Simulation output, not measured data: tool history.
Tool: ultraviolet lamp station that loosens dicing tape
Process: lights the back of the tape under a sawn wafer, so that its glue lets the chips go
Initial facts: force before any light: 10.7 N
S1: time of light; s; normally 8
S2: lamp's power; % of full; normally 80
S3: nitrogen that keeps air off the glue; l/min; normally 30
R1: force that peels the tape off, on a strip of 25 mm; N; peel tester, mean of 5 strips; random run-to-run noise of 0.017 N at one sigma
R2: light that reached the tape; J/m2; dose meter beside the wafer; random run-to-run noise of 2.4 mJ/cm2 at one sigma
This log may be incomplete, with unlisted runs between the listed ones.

| run | hour | S1 | S2 | S3 | R1 | R2 |
|---|---|---|---|---|---|---|
| 1 | 0.0 | 8 | 80 | 30 | 0.851 | 2390 |
| 2 | 22.6 | 8 | 80 | 30 | 0.865 | 2380 |
| 3 | 36.9 | 8 | 80 | 30 | 0.902 | 2360 |
| 4 | 54.3 | 8 | 80 | 30 | 0.874 | 2380 |
| 5 | 65.4 | 8 | 80 | 30 | 0.904 | 2340 |
| 6 | 76.4 | 8 | 80 | 30 | 0.908 | 2360 |
| 7 | 100.6 | 8 | 80 | 30 | 0.945 | 2370 |
| 8 | 120.8 | 8 | 80 | 30 | 0.889 | 2330 |
| 9 | 137.6 | 8 | 80 | 30 | 0.951 | 2320 |
| 10 | 162.6 | 8 | 80 | 30 | 0.947 | 2320 |
| 11 | 179.3 | 8 | 80 | 30 | 0.979 | 2270 |
| 12 | 190.8 | 8 | 80 | 30 | 0.952 | 2280 |
| 13 | 207.1 | 8 | 80 | 30 | 1.014 | 2300 |
| 14 | 230.2 | 8 | 80 | 30 | 0.970 | 2250 |
| 15 | 249.1 | 8 | 80 | 30 | 1.003 | 2250 |
| 16 | 266.7 | 8 | 80 | 30 | 1.014 | 2240 |
| 17 | 284.7 | 8 | 80 | 30 | 1.029 | 2220 |
| 18 | 298.1 | 8 | 80 | 30 | 1.051 | 2190 |
| 19 | 312.0 | 8 | 80 | 30 | 1.071 | 2160 |
| 20 | 322.5 | 6 | 80 | 30 | 1.832 | 1640 |
| 21 | 341.5 | 6 | 80 | 30 | 1.797 | 1630 |
| 22 | 365.1 | 8 | 80 | 30 | 1.098 | 2110 |
| 23 | 381.5 | 8 | 80 | 30 | 1.116 | 2160 |
| 24 | 404.9 | 8 | 80 | 14 | 1.897 | 2160 |
| 25 | 427.9 | 8 | 80 | 15 | 1.825 | 2070 |
| 26 | 448.4 | 8 | 62 | 47 | 1.465 | 1610 |
| 27 | 473.1 | 5 | 99 | 47 | 1.448 | 1630 |
| 28 | 485.8 | 5 | 99 | 47 | 1.409 | 1600 |
| 29 | 500.1 | 8 | 79 | 16 | 1.924 | 2020 |
| 30 | 523.6 | 7 | 79 | 16 | 2.379 | 1730 |
| 31 | 542.7 | 8 | 95 | 36 | 0.727 | 2370 |
| 32 | 557.4 | 9 | 95 | 56 | 0.398 | 2690 |
| 33 | 577.7 | 15 | 75 | 10 | 0.981 | 3460 |
| 34 | 594.2 | 4 | 80 | 30 | 3.684 | 1000 |
| 35 | 616.9 | 4 | 64 | 10 | 6.197 | 800 |
| 36 | 634.7 | 4 | 64 | 10 | 6.206 | 780 |
| 37 | 658.2 | 8 | 80 | 38 | 1.144 | 1950 |
| 38 | 681.4 | 8 | 80 | 54 | 0.906 | 1920 |
| 39 | 702.8 | 5 | 72 | 54 | 2.598 | 1070 |
| 40 | 720.8 | 14 | 84 | 30 | 0.356 | 3490 |
| 41 | 734.6 | 14 | 84 | 30 | 0.366 | 3470 |
| 42 | 757.3 | 7 | 80 | 42 | 1.414 | 1600 |
| 43 | 767.7 | 15 | 71 | 12 | 1.057 | 3140 |

How would selected steps in R1 from run to run divide? Give the signed amount a tool lacking its hidden state would still show from settings, what came in and random variation, and the signed amount left for the hidden state, including any gauge scatter that is not in both of the compared results.
Hidden state at play: lamp's light, % of a new lamp's; light that the window lets through, % of a clean one's; drift of the gauge itself on peel_n, %; drift of the gauge itself on dose_mj_cm2, %.
Run 33 -> 34: S1 15 -> 4, S2 75 -> 80, S3 10 -> 30. R1 +2.703 N: hidden state +0.492, all else +2.211.
Run 34 -> 35: S2 80 -> 64, S3 30 -> 10. R1 +2.513 N: hidden state -0.028, all else +2.541.
Run 36 -> 37: S1 4 -> 8, S2 64 -> 80, S3 10 -> 38. R1 -5.062 N: hidden state -0.383, all else -4.679.
Run 39 -> 40: S1 5 -> 14, S2 72 -> 84, S3 54 -> 30. R1 -2.242 N: hidden state -0.736, all else -1.506.
Run 41 -> 42: S1 14 -> 7, S2 84 -> 80, S3 30 -> 42. R1 +1.048 N: hidden state +0.480, all else +0.568.
